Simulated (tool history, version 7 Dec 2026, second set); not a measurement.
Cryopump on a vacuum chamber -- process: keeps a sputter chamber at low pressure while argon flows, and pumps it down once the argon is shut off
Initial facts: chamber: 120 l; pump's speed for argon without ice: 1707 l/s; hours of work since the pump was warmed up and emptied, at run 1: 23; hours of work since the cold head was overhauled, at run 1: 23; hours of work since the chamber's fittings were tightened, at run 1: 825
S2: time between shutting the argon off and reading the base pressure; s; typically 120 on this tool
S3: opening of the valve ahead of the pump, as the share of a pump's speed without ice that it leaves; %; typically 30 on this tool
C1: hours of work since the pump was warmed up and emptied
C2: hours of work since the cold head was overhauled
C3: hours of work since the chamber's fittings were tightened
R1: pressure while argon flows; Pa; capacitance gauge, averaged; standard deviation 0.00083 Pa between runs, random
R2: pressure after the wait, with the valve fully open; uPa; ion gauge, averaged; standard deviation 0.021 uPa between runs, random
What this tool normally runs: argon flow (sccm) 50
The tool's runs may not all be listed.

run 1 day=0 | argon_flow_(sccm)=50 S2=120 S3=30 | C1=23 C2=23 C3=825 | R1=0.1657 R2=0.88
run 2 day=0.621 | argon_flow_(sccm)=50 S2=120 S3=30 | C1=35 C2=35 C3=837 | R1=0.164 R2=0.86
run 3 day=1.208 | argon_flow_(sccm)=50 S2=120 S3=30 | C1=46 C2=46 C3=848 | R1=0.1677 R2=0.82
run 4 day=1.546 | argon_flow_(sccm)=50 S2=42 S3=30 | C1=52 C2=52 C3=855 | R1=0.1666 R2=1.41
run 5 day=1.975 | argon_flow_(sccm)=50 S2=42 S3=30 | C1=61 C2=61 C3=863 | R1=0.1661 R2=1.48
run 6 day=2.438 | argon_flow_(sccm)=50 S2=42 S3=30 | C1=69 C2=69 C3=872 | R1=0.1656 R2=1.45
run 7 day=2.767 | argon_flow_(sccm)=50 S2=120 S3=18 | C1=76 C2=76 C3=878 | R1=0.2774 R2=0.88
run 8 day=3.246 | argon_flow_(sccm)=50 S2=120 S3=18 | C1=85 C2=85 C3=887 | R1=0.2767 R2=0.89
run 9 day=3.675 | argon_flow_(sccm)=50 S2=120 S3=18 | C1=93 C2=93 C3=895 | R1=0.2782 R2=0.89
run 10 day=3.975 | argon_flow_(sccm)=50 S2=120 S3=18 | C1=99 C2=99 C3=901 | R1=0.2772 R2=0.9
run 11 day=4.262 | argon_flow_(sccm)=50 S2=55 S3=30 | C1=104 C2=104 C3=907 | R1=0.1671 R2=1.28
run 12 day=4.583 | argon_flow_(sccm)=50 S2=120 S3=30 | C1=110 C2=110 C3=913 | R1=0.1662 R2=0.89
run 13 day=5.183 | argon_flow_(sccm)=50 S2=120 S3=30 | C1=122 C2=122 C3=924 | R1=0.1668 R2=0.89
run 14 day=5.479 | argon_flow_(sccm)=50 S2=120 S3=30 | C1=128 C2=128 C3=930 | R1=0.1658 R2=0.88
run 15 day=5.8 | argon_flow_(sccm)=50 S2=120 S3=30 | C1=134 C2=134 C3=936 | R1=0.1673 R2=0.91
run 16 day=6.375 | argon_flow_(sccm)=50 S2=120 S3=30 | C1=145 C2=145 C3=947 | R1=0.1651 R2=0.89
run 17 day=6.725 | argon_flow_(sccm)=50 S2=120 S3=30 | C1=151 C2=151 C3=954 | R1=0.1651 R2=0.93
run 18 day=7.058 | argon_flow_(sccm)=50 S2=149 S3=30 | C1=158 C2=158 C3=960 | R1=0.167 R2=0.86
run 19 day=7.362 | argon_flow_(sccm)=35 S2=20 S3=28 | C1=164 C2=164 C3=966 | R1=0.1253 R2=2.5
run 20 day=7.825 | argon_flow_(sccm)=35 S2=20 S3=28 | C1=172 C2=172 C3=975 | R1=0.1248 R2=2.41
run 21 day=8.358 | argon_flow_(sccm)=68 S2=118 S3=52 | C1=183 C2=183 C3=985 | R1=0.1349 R2=0.92
run 22 day=8.712 | argon_flow_(sccm)=26 S2=120 S3=32 | C1=189 C2=189 C3=992 | R1=0.0821 R2=0.96
run 23 day=9.071 | argon_flow_(sccm)=35 S2=94 S3=20 | C1=196 C2=196 C3=998 | R1=0.1773 R2=1.03
run 24 day=9.404 | argon_flow_(sccm)=35 S2=94 S3=20 | C1=203 C2=203 C3=1005 | R1=0.1749 R2=1
run 25 day=10.025 | argon_flow_(sccm)=24 S2=29 S3=45 | C1=214 C2=214 C3=1017 | R1=0.0547 R2=1.97
run 26 day=10.438 | argon_flow_(sccm)=38 S2=71 S3=18 | C1=222 C2=222 C3=1025 | R1=0.2105 R2=1.17
run 27 day=11.029 | argon_flow_(sccm)=38 S2=71 S3=18 | C1=234 C2=234 C3=1036 | R1=0.2115 R2=1.2
run 28 day=11.408 | argon_flow_(sccm)=38 S2=74 S3=27 | C1=241 C2=241 C3=1043 | R1=0.142 R2=1.16
run 29 day=11.85 | argon_flow_(sccm)=38 S2=74 S3=27 | C1=249 C2=249 C3=1052 | R1=0.1404 R2=1.16
run 30 day=12.358 | argon_flow_(sccm)=29 S2=137 S3=28 | C1=259 C2=259 C3=1061 | R1=0.1042 R2=0.91
run 31 day=12.983 | argon_flow_(sccm)=24 S2=137 S3=23 | C1=271 C2=271 C3=1073 | R1=0.1046 R2=0.94
run 32 day=13.329 | argon_flow_(sccm)=24 S2=137 S3=23 | C1=278 C2=278 C3=1080 | R1=0.1053 R2=0.95
run 33 day=13.679 | argon_flow_(sccm)=21 S2=120 S3=26 | C1=284 C2=284 C3=1087 | R1=0.082 R2=0.99

Measured result minus the same run's result without the hidden state. Both carry the same run-to-run variation, though not necessarily the same gauge scatter:
Unlogged tool condition in this case: pump's speed, % of a pump's without ice; cold plate's temperature, K; leak into the chamber, uPa l/s; drift of the gauge itself on working_pa, %; drift of the gauge itself on base_upa, %.
run=1 R1=+0.0005 R2=+0.35
run=2 R1=+0.0006 R2=+0.36
run=3 R1=+0.0008 R2=+0.36
run=4 R1=+0.0009 R2=+0.36
run=5 R1=+0.0009 R2=+0.38
run=6 R1=+0.001 R2=+0.38
run=7 R1=+0.0011 R2=+0.39
run=8 R1=+0.0012 R2=+0.39
run=9 R1=+0.0014 R2=+0.39
run=10 R1=+0.0015 R2=+0.39
run=11 R1=+0.0015 R2=+0.4
run=12 R1=+0.0016 R2=+0.4
run=13 R1=+0.0017 R2=+0.41
run=14 R1=+0.0018 R2=+0.4
run=15 R1=+0.0019 R2=+0.4
run=16 R1=+0.0019 R2=+0.41
run=17 R1=+0.002 R2=+0.42
run=18 R1=+0.0021 R2=+0.43
run=19 R1=+0.0016 R2=+0.43
run=20 R1=+0.0016 R2=+0.43
run=21 R1=+0.0033 R2=+0.44
run=22 R1=+0.0013 R2=+0.45
run=23 R1=+0.0019 R2=+0.45
run=24 R1=+0.0019 R2=+0.45
run=25 R1=+0.0013 R2=+0.47
run=26 R1=+0.0022 R2=+0.46
run=27 R1=+0.0023 R2=+0.48
run=28 R1=+0.0024 R2=+0.47
run=29 R1=+0.0025 R2=+0.47
run=30 R1=+0.002 R2=+0.48
run=31 R1=+0.0018 R2=+0.49
run=32 R1=+0.0018 R2=+0.5
run=33 R1=+0.0016 R2=+0.51
